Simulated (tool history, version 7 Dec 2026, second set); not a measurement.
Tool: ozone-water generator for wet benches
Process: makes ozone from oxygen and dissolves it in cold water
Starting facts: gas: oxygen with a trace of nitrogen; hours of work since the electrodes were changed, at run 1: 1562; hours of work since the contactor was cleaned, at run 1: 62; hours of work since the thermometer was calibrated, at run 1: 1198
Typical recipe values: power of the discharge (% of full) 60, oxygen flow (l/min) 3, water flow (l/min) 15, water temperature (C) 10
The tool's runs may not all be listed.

run    hour  power of the discharge (% of full)  oxygen flow (l/min)  water flow (l/min)  water temperature (C)  hours of work since the electrodes were changed  hours of work since the contactor was cleaned  hours of work since the thermometer was calibrated  dissolved ozone (ppm)  ozone in the gas ahead of the water (g/m3)
  1       0                                  60                    3                  15                     10                                             1562                                             62                                                1198                   22.4                                       214.1
  2   108.9                                  60                    3                  15                     10                                             1658                                            158                                                1294                   22.4                                       214.3
  3   166.4                                  60                    3                  15                     10                                             1708                                            209                                                1345                   22.6                                       215.2
  4   298.8                                  60                    3                  15                     10                                             1825                                            326                                                1461                   22.5                                       213.3
  5   368.4                                  60                    3                  15                     10                                             1887                                            387                                                1523                   22.2                                       212.9
  6   436.6                                  44                    3                  15                     10                                             1947                                            447                                                1583                   17.3                                       163.7
  7   498.2                                  78                    3                  15                     10                                             2001                                            502                                                1637                   27.5                                       264.1
  8   582.5                                  78                    3                  15                     10                                             2076                                            576                                                1712                   27.4                                       263.6
  9   666.1                                  60                    3                  15                     10                                             2149                                            650                                                1786                   22.1                                       212.8
 10   733.4                                  60                    3                  15                     10                                             2209                                            709                                                1845                   22.4                                       211.2
 11   819.7                                  60                    3                  10                     10                                             2285                                            785                                                1921                   31.6                                         213
 12   949.9                                  60                    3                  10                     10                                             2400                                            900                                                2036                     32                                       211.4
 13  1085.6                                  60                    3                  10                     10                                             2520                                           1020                                                2156                   31.8                                       210.7
 14  1170.3                                  45                 4.94                  15                     12                                             2594                                           1095                                                2231                   18.1                                       131.2
 15  1253.1                                  45                 4.94                  15                     12                                             2668                                           1168                                                2304                   17.9                                         132
 16  1309.2                                  60                    3                  19                      7                                             2717                                           1217                                                2353                   17.8                                       210.9
 17  1392.3                                  51                  4.1                  10                     13                                             2790                                           1291                                                2427                   26.5                                       156.2
 18  1475.2                                  51                  4.1                  10                     13                                             2864                                           1364                                                2500                   26.7                                         157
 19  1549.3                                  51                  4.1                  10                     13                                             2929                                           1429                                                2565                   26.7                                       159.7
 20  1680.7                                  45                 3.07                  15                     10                                             3045                                           1545                                                2681                     17                                       162.3
 21  1816.5                                  60                 2.45                  15                     12                                             3165                                           1665                                                2801                   20.3                                       228.1
 22  1951.8                                  60                 3.95                  15                     11                                             3284                                           1785                                                2920                     22                                       184.1
 23  2051.7                                  60                 2.81                   9                      7                                             3372                                           1873                                                3009                   34.9                                       213.9
 24  2170.5                                  60                 3.48                  15                     12                                             3477                                           1978                                                3113                   21.4                                       192.2
 25  2271.4                                  60                 3.48                  15                     12                                             3566                                           2067                                                3203                   21.5                                       192.7

For some of the steps in dissolved ozone (ppm) from one run to the next: how much would appear even if the tool had no hidden state, given the settings, what came in and random variation, and how much remains for the hidden state plus any gauge scatter that the measured result and the result without hidden state don't share?
Hidden conditions of the tool in this case: yield of the discharge, % of new electrodes'; contactor's efficiency, % of a clean one's; true water temperature over the reading, C; drift of the gauge itself on ozone_ppm, %; drift of the gauge itself on gas_g_m3, %.
Run 6 -> 7: power of the discharge (% of full) 44 -> 78. dissolved ozone (ppm) +10.2: hidden state -1, all else +11.2.
Run 13 -> 14: power of the discharge (% of full) 60 -> 45, oxygen flow (l/min) 3 -> 4.94, water flow (l/min) 10 -> 15, water temperature (C) 10 -> 12. dissolved ozone (ppm) -13.7: hidden state +1, all else -14.7.
Run 23 -> 24: oxygen flow (l/min) 2.81 -> 3.48, water flow (l/min) 9 -> 15, water temperature (C) 7 -> 12. dissolved ozone (ppm) -13.5: hidden state +0.8, all else -14.3.

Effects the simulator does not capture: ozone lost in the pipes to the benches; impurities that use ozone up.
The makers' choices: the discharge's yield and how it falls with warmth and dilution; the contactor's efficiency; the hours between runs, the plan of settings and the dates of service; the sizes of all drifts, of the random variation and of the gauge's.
